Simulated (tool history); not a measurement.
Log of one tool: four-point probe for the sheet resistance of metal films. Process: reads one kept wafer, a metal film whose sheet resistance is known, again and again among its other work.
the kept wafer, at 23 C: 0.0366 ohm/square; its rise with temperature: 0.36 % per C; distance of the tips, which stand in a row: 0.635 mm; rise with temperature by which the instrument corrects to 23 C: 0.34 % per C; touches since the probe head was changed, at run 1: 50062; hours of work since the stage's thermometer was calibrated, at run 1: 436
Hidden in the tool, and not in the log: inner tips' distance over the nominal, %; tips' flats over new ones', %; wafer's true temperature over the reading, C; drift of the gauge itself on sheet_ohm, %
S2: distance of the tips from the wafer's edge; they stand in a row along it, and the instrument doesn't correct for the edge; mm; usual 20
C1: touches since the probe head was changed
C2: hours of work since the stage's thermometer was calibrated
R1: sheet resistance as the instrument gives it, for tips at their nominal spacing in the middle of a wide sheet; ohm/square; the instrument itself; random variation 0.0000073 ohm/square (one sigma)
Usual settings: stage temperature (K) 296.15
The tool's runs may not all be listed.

Run 1, hour 0: usual settings; C1 50062; C2 436. Result: R1 0.036622 ohm/square.
Run 2, hour 27.1: usual settings but stage temperature (K) 298.15; C1 51319; C2 454. Result: R1 0.036638 ohm/square.
Run 3, hour 54.3: usual settings but stage temperature (K) 304.15; C1 52580; C2 472. Result: R1 0.036677 ohm/square.
Run 4, hour 74.4: usual settings but stage temperature (K) 304.15; C1 53514; C2 486. Result: R1 0.036667 ohm/square.
Run 5, hour 92.6: usual settings but stage temperature (K) 304.15; C1 54356; C2 498. Result: R1 0.036668 ohm/square.
Run 6, hour 110: usual settings but stage temperature (K) 304.15; C1 55164; C2 509. Result: R1 0.036653 ohm/square.
Run 7, hour 127.7: usual settings; C1 55984; C2 521. Result: R1 0.036619 ohm/square.
Run 8, hour 139.8: usual settings; C1 56548; C2 529. Result: R1 0.036622 ohm/square.
Run 9, hour 163.9: usual settings; C1 57664; C2 545. Result: R1 0.036619 ohm/square.
Run 10, hour 183.2: usual settings; C1 58558; C2 558. Result: R1 0.036632 ohm/square.
Run 11, hour 206.4: usual settings but stage temperature (K) 295.15, S2 5 mm; C1 59636; C2 573. Result: R1 0.036909 ohm/square.
Run 12, hour 220.1: usual settings but stage temperature (K) 295.15, S2 4 mm; C1 60270; C2 582. Result: R1 0.037098 ohm/square.
Run 13, hour 242.2: usual settings but stage temperature (K) 300.15, S2 45 mm; C1 61295; C2 597. Result: R1 0.036634 ohm/square.
Run 14, hour 259.8: usual settings but stage temperature (K) 306.15; C1 62110; C2 609. Result: R1 0.036675 ohm/square.
Run 15, hour 276.9: usual settings but stage temperature (K) 302.15, S2 19 mm; C1 62905; C2 620. Result: R1 0.036652 ohm/square.
Run 16, hour 290.4: usual settings but stage temperature (K) 302.15, S2 19 mm; C1 63532; C2 629. Result: R1 0.036657 ohm/square.
Run 17, hour 310.8: usual settings but stage temperature (K) 292.15, S2 5 mm; C1 64475; C2 642. Result: R1 0.036887 ohm/square.
Run 18, hour 328.1: usual settings but stage temperature (K) 298.15, S2 49 mm; C1 65280; C2 654. Result: R1 0.036601 ohm/square.

4 ways to go on from here, each from the tool as it stands after run 18. What would each give?
Run A, hour 352.2: usual settings but stage temperature (K) 298.15, S2 18 mm; C1 66398; C2 670. Result: R1 ?.
Run B, hour 352.2: usual settings but stage temperature (K) 292.15; C1 66398; C2 670. Result: R1 ?.
Run C, hour 352.2: usual settings but stage temperature (K) 295.15; C1 66398; C2 670. Result: R1 ?.
Run D, hour 352.2: usual settings but stage temperature (K) 292.15, S2 68 mm; C1 66398; C2 670. Result: R1 ?.

run        R1
  A  0.036649
  B  0.036599
  C  0.036622
  D  0.036597
Without the tool's hidden state the same runs would have given:
run        R1
  A  0.036644
  B  0.036594
  C  0.036618
  D  0.036592
